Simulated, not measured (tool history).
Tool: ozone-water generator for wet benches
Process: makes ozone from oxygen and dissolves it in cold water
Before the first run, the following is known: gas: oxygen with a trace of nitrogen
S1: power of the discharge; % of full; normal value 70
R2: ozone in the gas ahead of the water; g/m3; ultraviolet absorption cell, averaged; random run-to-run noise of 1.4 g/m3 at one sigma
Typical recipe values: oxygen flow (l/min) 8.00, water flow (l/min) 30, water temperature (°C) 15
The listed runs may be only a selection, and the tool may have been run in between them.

{"run": 1, "hour": 0.0, "S1": 70, "oxygen flow (l/min)": 8.0, "water flow (l/min)": 30, "water temperature (°C)": 15, "dissolved ozone (ppm)": 29.8, "R2": 250.9}
{"run": 2, "hour": 45.6, "S1": 70, "oxygen flow (l/min)": 8.0, "water flow (l/min)": 30, "water temperature (°C)": 15, "dissolved ozone (ppm)": 29.1, "R2": 252.1}
{"run": 3, "hour": 67.7, "S1": 70, "oxygen flow (l/min)": 8.0, "water flow (l/min)": 30, "water temperature (°C)": 15, "dissolved ozone (ppm)": 29.5, "R2": 251.3}
{"run": 4, "hour": 96.4, "S1": 70, "oxygen flow (l/min)": 8.0, "water flow (l/min)": 30, "water temperature (°C)": 15, "dissolved ozone (ppm)": 29.5, "R2": 250.4}
{"run": 5, "hour": 121.1, "S1": 70, "oxygen flow (l/min)": 8.0, "water flow (l/min)": 30, "water temperature (°C)": 15, "dissolved ozone (ppm)": 29.7, "R2": 248.4}
{"run": 6, "hour": 160.5, "S1": 70, "oxygen flow (l/min)": 8.0, "water flow (l/min)": 30, "water temperature (°C)": 15, "dissolved ozone (ppm)": 29.5, "R2": 249.7}
{"run": 7, "hour": 211.2, "S1": 70, "oxygen flow (l/min)": 8.0, "water flow (l/min)": 30, "water temperature (°C)": 15, "dissolved ozone (ppm)": 29.4, "R2": 248.5}
{"run": 8, "hour": 248.7, "S1": 56, "oxygen flow (l/min)": 8.0, "water flow (l/min)": 30, "water temperature (°C)": 15, "dissolved ozone (ppm)": 24.0, "R2": 205.9}
{"run": 9, "hour": 291.8, "S1": 56, "oxygen flow (l/min)": 8.0, "water flow (l/min)": 30, "water temperature (°C)": 15, "dissolved ozone (ppm)": 24.0, "R2": 203.3}
{"run": 10, "hour": 317.3, "S1": 56, "oxygen flow (l/min)": 8.0, "water flow (l/min)": 30, "water temperature (°C)": 15, "dissolved ozone (ppm)": 23.9, "R2": 204.9}
{"run": 11, "hour": 346.7, "S1": 70, "oxygen flow (l/min)": 8.0, "water flow (l/min)": 30, "water temperature (°C)": 22, "dissolved ozone (ppm)": 26.1, "R2": 251.7}
{"run": 12, "hour": 392.7, "S1": 70, "oxygen flow (l/min)": 8.0, "water flow (l/min)": 30, "water temperature (°C)": 22, "dissolved ozone (ppm)": 26.1, "R2": 250.2}
{"run": 13, "hour": 438.6, "S1": 86, "oxygen flow (l/min)": 8.0, "water flow (l/min)": 30, "water temperature (°C)": 22, "dissolved ozone (ppm)": 31.8, "R2": 297.5}
{"run": 14, "hour": 465.6, "S1": 61, "oxygen flow (l/min)": 4.44, "water flow (l/min)": 31, "water temperature (°C)": 7, "dissolved ozone (ppm)": 24.5, "R2": 293.1}
{"run": 15, "hour": 492.0, "S1": 62, "oxygen flow (l/min)": 13.92, "water flow (l/min)": 28, "water temperature (°C)": 14, "dissolved ozone (ppm)": 28.4, "R2": 173.7}
{"run": 16, "hour": 518.6, "S1": 43, "oxygen flow (l/min)": 8.0, "water flow (l/min)": 21, "water temperature (°C)": 15, "dissolved ozone (ppm)": 24.6, "R2": 162.5}
{"run": 17, "hour": 555.0, "S1": 43, "oxygen flow (l/min)": 8.0, "water flow (l/min)": 21, "water temperature (°C)": 15, "dissolved ozone (ppm)": 24.4, "R2": 162.6}
{"run": 18, "hour": 600.5, "S1": 43, "oxygen flow (l/min)": 7.48, "water flow (l/min)": 21, "water temperature (°C)": 15, "dissolved ozone (ppm)": 24.5, "R2": 167.0}
{"run": 19, "hour": 633.5, "S1": 43, "oxygen flow (l/min)": 7.48, "water flow (l/min)": 21, "water temperature (°C)": 15, "dissolved ozone (ppm)": 24.6, "R2": 167.1}
{"run": 20, "hour": 662.4, "S1": 98, "oxygen flow (l/min)": 6.85, "water flow (l/min)": 26, "water temperature (°C)": 18, "dissolved ozone (ppm)": 41.7, "R2": 362.5}
{"run": 21, "hour": 697.3, "S1": 98, "oxygen flow (l/min)": 9.02, "water flow (l/min)": 26, "water temperature (°C)": 15, "dissolved ozone (ppm)": 44.1, "R2": 319.5}

Each row is a separate what-if for the run after 21, all from the same tool condition, not one after another. Results?
{"run": "A", "hour": 741.0, "S1": 70, "oxygen flow (l/min)": 13.5, "water flow (l/min)": 30, "water temperature (°C)": 19, "dissolved ozone (ppm)": "?", "R2": "?"}
{"run": "B", "hour": 741.0, "S1": 70, "oxygen flow (l/min)": 5.01, "water flow (l/min)": 43, "water temperature (°C)": 15, "dissolved ozone (ppm)": "?", "R2": "?"}
{"run": "C", "hour": 741.0, "S1": 75, "oxygen flow (l/min)": 4.7, "water flow (l/min)": 18, "water temperature (°C)": 15, "dissolved ozone (ppm)": "?", "R2": "?"}

run=A dissolved_ozone_(ppm)=27.5 R2=196.3
run=B dissolved_ozone_(ppm)=19.4 R2=310.6
run=C dissolved_ozone_(ppm)=43.0 R2=338.3
With no hidden state in the tool, these same runs would have given:
run=A dissolved_ozone_(ppm)=28.5 R2=198.7
run=B dissolved_ozone_(ppm)=20.1 R2=314.4
run=C dissolved_ozone_(ppm)=44.4 R2=342.7
